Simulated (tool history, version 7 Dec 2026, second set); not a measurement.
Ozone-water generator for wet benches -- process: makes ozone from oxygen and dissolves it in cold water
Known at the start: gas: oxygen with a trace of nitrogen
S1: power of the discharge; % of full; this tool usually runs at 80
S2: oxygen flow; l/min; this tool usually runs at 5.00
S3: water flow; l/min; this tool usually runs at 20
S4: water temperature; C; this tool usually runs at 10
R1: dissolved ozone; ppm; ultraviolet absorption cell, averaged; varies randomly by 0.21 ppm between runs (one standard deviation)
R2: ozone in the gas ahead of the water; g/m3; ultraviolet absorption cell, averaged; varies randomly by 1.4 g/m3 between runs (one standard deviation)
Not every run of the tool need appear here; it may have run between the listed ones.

| run | hour | S1 | S2 | S3 | S4 | R1 | R2 |
|---|---|---|---|---|---|---|---|
| 1 | 0.0 | 80 | 5.00 | 20 | 10 | 29.2 | 265.3 |
| 2 | 57.0 | 80 | 5.00 | 13 | 10 | 40.6 | 264.6 |
| 3 | 169.3 | 80 | 5.00 | 13 | 10 | 40.0 | 264.8 |
| 4 | 288.6 | 80 | 5.00 | 13 | 10 | 40.3 | 261.4 |
| 5 | 382.6 | 80 | 5.00 | 13 | 10 | 39.9 | 263.1 |
| 6 | 436.4 | 80 | 5.00 | 20 | 10 | 28.3 | 263.9 |
| 7 | 532.5 | 80 | 5.00 | 20 | 10 | 28.4 | 265.0 |
| 8 | 583.9 | 80 | 5.00 | 20 | 10 | 28.3 | 262.4 |
| 9 | 676.3 | 80 | 5.00 | 20 | 10 | 28.3 | 261.7 |
|  | 721.9 | water thermometer calibrated |
| 10 | 761.3 | 80 | 5.00 | 20 | 10 | 27.8 | 259.9 |
| 11 | 867.1 | 80 | 5.00 | 20 | 10 | 27.9 | 260.6 |
|  | 896.5 | water thermometer calibrated, once more |
| 12 | 981.7 | 80 | 5.00 | 20 | 10 | 28.2 | 259.8 |
| 13 | 1073.0 | 80 | 5.00 | 20 | 10 | 28.3 | 258.3 |
| 14 | 1174.3 | 80 | 5.00 | 31 | 10 | 19.0 | 263.0 |
| 15 | 1224.6 | 80 | 5.00 | 20 | 10 | 27.8 | 259.5 |
| 16 | 1275.1 | 80 | 5.00 | 20 | 10 | 28.1 | 260.5 |
| 17 | 1359.6 | 80 | 5.00 | 20 | 10 | 27.9 | 257.9 |
| 18 | 1412.6 | 80 | 5.00 | 20 | 10 | 27.7 | 258.0 |
| 19 | 1508.8 | 96 | 5.00 | 20 | 8 | 32.1 | 294.0 |
| 20 | 1561.3 | 96 | 5.00 | 20 | 8 | 32.3 | 291.6 |
| 21 | 1617.4 | 96 | 5.00 | 20 | 8 | 32.0 | 292.4 |
| 22 | 1675.1 | 75 | 5.00 | 20 | 8 | 27.3 | 246.7 |
| 23 | 1783.8 | 75 | 5.00 | 20 | 8 | 27.3 | 248.4 |
| 24 | 1855.3 | 75 | 5.00 | 20 | 8 | 26.9 | 245.5 |
| 25 | 1919.2 | 75 | 5.00 | 20 | 8 | 27.1 | 245.3 |
| 26 | 2029.4 | 75 | 5.26 | 22 | 7 | 25.3 | 239.3 |
| 27 | 2090.1 | 75 | 5.26 | 22 | 7 | 25.1 | 237.9 |
| 28 | 2158.3 | 80 | 6.62 | 19 | 5 | 31.1 | 219.9 |
| 29 | 2217.6 | 58 | 5.00 | 14 | 10 | 29.3 | 206.6 |
| 30 | 2270.9 | 80 | 5.00 | 28 | 10 | 20.4 | 254.6 |
| 31 | 2392.3 | 80 | 4.68 | 21 | 6 | 27.0 | 264.8 |
| 32 | 2452.1 | 70 | 5.00 | 22 | 10 | 23.0 | 231.9 |
| 33 | 2531.7 | 70 | 4.38 | 22 | 7 | 23.1 | 247.8 |
| 34 | 2637.4 | 80 | 5.00 | 20 | 12 | 26.7 | 255.4 |

Consider 3 possible next runs. They are alternatives, not a sequence: every one starts from the tool as it was left by run 34. What does each give?
| A | 2738.8 | 80 | 5.00 | 24 | 12 | ? | ? |
| B | 2738.8 | 66 | 5.69 | 20 | 12 | ? | ? |
| C | 2738.8 | 80 | 5.00 | 13 | 10 | ? | ? |

| run | R1 | R2 |
|---|---|---|
| A | 22.3 | 253.6 |
| B | 23.1 | 208.8 |
| C | 38.0 | 252.1 |
Stripped of hidden state, with their random variation kept, the same runs would have yielded:
| run | R1 | R2 |
|---|---|---|
| A | 25.0 | 266.2 |
| B | 25.7 | 217.9 |
| C | 42.1 | 264.6 |
